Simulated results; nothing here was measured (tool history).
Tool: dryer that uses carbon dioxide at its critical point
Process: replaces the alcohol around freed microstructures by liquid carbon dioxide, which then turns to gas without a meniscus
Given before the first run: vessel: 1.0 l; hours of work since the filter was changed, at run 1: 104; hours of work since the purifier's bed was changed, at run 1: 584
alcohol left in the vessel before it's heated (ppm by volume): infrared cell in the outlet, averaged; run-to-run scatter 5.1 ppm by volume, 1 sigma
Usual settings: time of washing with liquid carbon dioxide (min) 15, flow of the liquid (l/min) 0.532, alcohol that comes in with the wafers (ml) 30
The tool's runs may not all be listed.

run     day  time of washing with liquid carbon dioxide (min)  flow of the liquid (l/min)  alcohol that comes in with the wafers (ml)  hours of work since the filter was changed  hours of work since the purifier's bed was changed  alcohol left in the vessel before it's heated (ppm by volume)
  1       0                                                15                       0.532                                          30                                         104                                                 584                                                            279
  2   1.192                                                15                       0.532                                          30                                         120                                                 599                                                            273
  3   2.225                                                15                       0.532                                          29                                         134                                                 613                                                            286
  4   3.754                                                15                       0.532                                          29                                         154                                                 633                                                            305
  5    5.15                                                15                       0.532                                          29                                         172                                                 651                                                            319
  6   6.046                                                15                       0.532                                          30                                         184                                                 663                                                            333
  7   6.671                                                15                       0.532                                          30                                         192                                                 671                                                            352
  8   8.125                                                15                       0.532                                          30                                         211                                                 690                                                            359
  9   8.746                                                15                       0.532                                          30                                         219                                                 699                                                            364
      9.067  -- purifier's bed changed
       9.45  -- inlet filter changed
 10   9.896                                                15                       0.532                                          30                                           6                                                  10                                                             69
 11  11.258                                                15                       0.813                                          30                                          24                                                  28                                                             12
 12  12.642                                                15                       0.813                                          30                                          42                                                  46                                                             16
 13  13.329                                                20                       0.532                                          30                                          51                                                  55                                                             36
 14  14.788                                                20                       0.532                                          30                                          70                                                  75                                                             46
 15  15.467                                                15                       0.532                                          30                                          79                                                  84                                                            117
 16  16.729                                                15                       0.532                                          30                                          96                                                 100                                                            117
 17  17.692                                                15                       0.532                                          20                                         108                                                 113                                                             95
 18  19.096                                                15                       0.532                                          20                                         127                                                 131                                                            115
 19  19.962                                                15                       0.532                                          20                                         138                                                 143                                                            121
 20   20.65                                                15                       0.532                                          20                                         147                                                 152                                                            127
 21  22.021                                                22                       0.532                                          30                                         165                                                 170                                                             65
 22  22.746                                                15                       0.532                                          30                                         175                                                 179                                                            182
 23    23.7                                                15                       0.348                                          42                                         187                                                 192                                                           1377
 24  24.762                                                22                       0.468                                          22                                         201                                                 206                                                             95
 25  25.567                                                17                       0.363                                          30                                         212                                                 216                                                            607
 26  26.338                                                17                       0.363                                          30                                         222                                                 227                                                            642
     26.708  -- inlet filter changed
 27  27.233                                                17                       0.816                                          37                                           7                                                 238                                                             76
 28  28.204                                                17                       0.816                                          37                                          20                                                 251                                                             94
 29  28.896                                                20                       0.429                                          55                                          29                                                 260                                                            174
 30  30.088                                                11                       0.639                                          21                                          44                                                 275                                                            185
 31  31.521                                                11                       0.385                                          23                                          63                                                 294                                                           1126
 32  32.362                                                17                       0.816                                          24                                          74                                                 305                                                            108
 33  33.867                                                17                       0.816                                          24                                          94                                                 325                                                            112
 34  35.258                                                17                       0.816                                          24                                         112                                                 343                                                            120
 35  36.412                                                23                        0.36                                          62                                         128                                                 358                                                            311
 36  37.233                                                15                       0.408                                          73                                         138                                                 369                                                           1104
 37  38.517                                                15                       0.408                                          73                                         155                                                 386                                                           1168
 38   39.25                                                10                       0.591                                          71                                         165                                                 396                                                           1258
 39  39.946                                                17                       0.628                                          30                                         174                                                 405                                                            154
 40  41.396                                                12                       0.392                                          83                                         193                                                 424                                                           3709
 41  42.142                                                22                       0.433                                          83                                         203                                                 434                                                            286
 42  43.425                                                22                       0.433                                          83                                         220                                                 451                                                            306
     44.004  -- inlet filter changed
 43  44.554                                                22                       0.433                                          83                                           7                                                 465                                                            218

Some steps in alcohol left in the vessel before it's heated (ppm by volume), run to run, broken into two amounts with sign: the step expected even without the hidden condition (settings, incoming material, random variation), and the rest, left for the hidden condition together with whatever gauge scatter is not in both the measured and the hidden-condition-free result:
Hidden state at play: flow that reaches the vessel past the clogged filter, %; alcohol in the recycled carbon dioxide, ppm; drift of the gauge itself on alcohol_ppm, %.
Run 23 -> 24: time of washing with liquid carbon dioxide (min) 15 -> 22, flow of the liquid (l/min) 0.348 -> 0.468, alcohol that comes in with the wafers (ml) 42 -> 22. alcohol left in the vessel before it's heated (ppm by volume) -1282: hidden state -529, all else -753.
Run 39 -> 40: time of washing with liquid carbon dioxide (min) 17 -> 12, flow of the liquid (l/min) 0.628 -> 0.392, alcohol that comes in with the wafers (ml) 30 -> 83. alcohol left in the vessel before it's heated (ppm by volume) +3555: hidden state +1379, all else +2176.
Run 40 -> 41: time of washing with liquid carbon dioxide (min) 12 -> 22, flow of the liquid (l/min) 0.392 -> 0.433. alcohol left in the vessel before it's heated (ppm by volume) -3423: hidden state -1297, all else -2126.

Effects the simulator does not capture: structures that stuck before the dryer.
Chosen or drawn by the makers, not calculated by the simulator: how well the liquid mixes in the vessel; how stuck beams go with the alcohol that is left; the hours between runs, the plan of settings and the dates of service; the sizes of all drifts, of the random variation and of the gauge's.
